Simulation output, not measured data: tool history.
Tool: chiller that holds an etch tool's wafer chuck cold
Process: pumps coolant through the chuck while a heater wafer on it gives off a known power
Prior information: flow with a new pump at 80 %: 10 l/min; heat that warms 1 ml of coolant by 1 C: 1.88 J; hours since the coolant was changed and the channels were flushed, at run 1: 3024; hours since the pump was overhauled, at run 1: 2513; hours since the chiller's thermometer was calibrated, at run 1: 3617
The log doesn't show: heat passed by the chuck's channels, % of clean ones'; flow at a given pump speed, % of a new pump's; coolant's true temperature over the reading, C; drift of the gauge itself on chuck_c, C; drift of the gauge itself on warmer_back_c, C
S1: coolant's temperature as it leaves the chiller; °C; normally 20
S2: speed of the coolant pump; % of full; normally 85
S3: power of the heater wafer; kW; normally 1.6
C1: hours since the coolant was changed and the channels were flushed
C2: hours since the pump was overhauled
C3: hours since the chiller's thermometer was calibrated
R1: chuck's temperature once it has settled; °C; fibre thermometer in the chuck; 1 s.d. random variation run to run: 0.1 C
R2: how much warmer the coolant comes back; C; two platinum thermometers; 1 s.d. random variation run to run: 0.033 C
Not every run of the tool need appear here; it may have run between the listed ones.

run	day	S1	S2	S3	C1	C2	C3	R1	R2
1	0	20	85	1.6	3024	2513	3617	35.7	4.88
2	2.096	20	67	1.6	3074	2564	3667	38.4	6.4
3	5	20	67	1.6	3144	2633	3737	38.6	6.26
4	9.621	20	67	1.6	3255	2744	3848	38.6	6.37
5	12.896	20	67	1.6	3333	2823	3926	38.5	6.33
6	15.475	20	85	1.6	3395	2885	3988	35.9	4.93
7	18.75	20	85	1.6	3474	2963	4067	35.9	4.99
8	23.592	20	85	1.6	3590	3079	4183	35.9	5.02
9	27.004	20	85	1.6	3672	3161	4265	36.1	4.96
10	31.429	20	61	1.106	3778	3268	4371	33.9	4.84
11	33.679	12	67	1.6	3832	3322	4425	30.9	6.35
12	37.325	17	67	1.6	3919	3409	4513	35.9	6.31
13	40.85	17	67	1.6	4004	3494	4597	35.8	6.33
# day 41.488: coolant pump overhauled
14	45.008	17	67	1.6	4099	84	4692	36	6.41
15	47.808	19	79	2.3	4166	152	4759	43.4	7.81
# day 50.754: coolant pump overhauled, once more
16	50.754	17	85	1.6	4232	0	4825	33	4.82
17	53.65	22	62	1.03	4301	70	4894	34.4	4.31
18	56.8	17	62	1.03	4377	145	4970	29.9	4.32

Alternative continuations, all from the tool just after run 18; predict every row:
# day 58.867: chiller's thermometer calibrated
A	59.167	12	85	1.264	4433	201	7	?	?
# day 58.867: chiller's thermometer calibrated
B	59.167	16	62	1.222	4433	201	7	?	?
# day 58.867: chiller's thermometer calibrated
C	59.167	17	98	1.03	4433	201	7	?	?
# day 58.867: chiller's thermometer calibrated
D	59.167	23	62	1.254	4433	201	7	?	?

run	R1	R2
A	24.5	3.81
B	30.8	5.12
C	26.4	2.7
D	38.3	5.24
Stripped of hidden state, with their random variation kept, the same runs would have yielded:
run	R1	R2
A	23.6	3.8
B	29.7	5.1
C	25.7	2.69
D	37.2	5.22
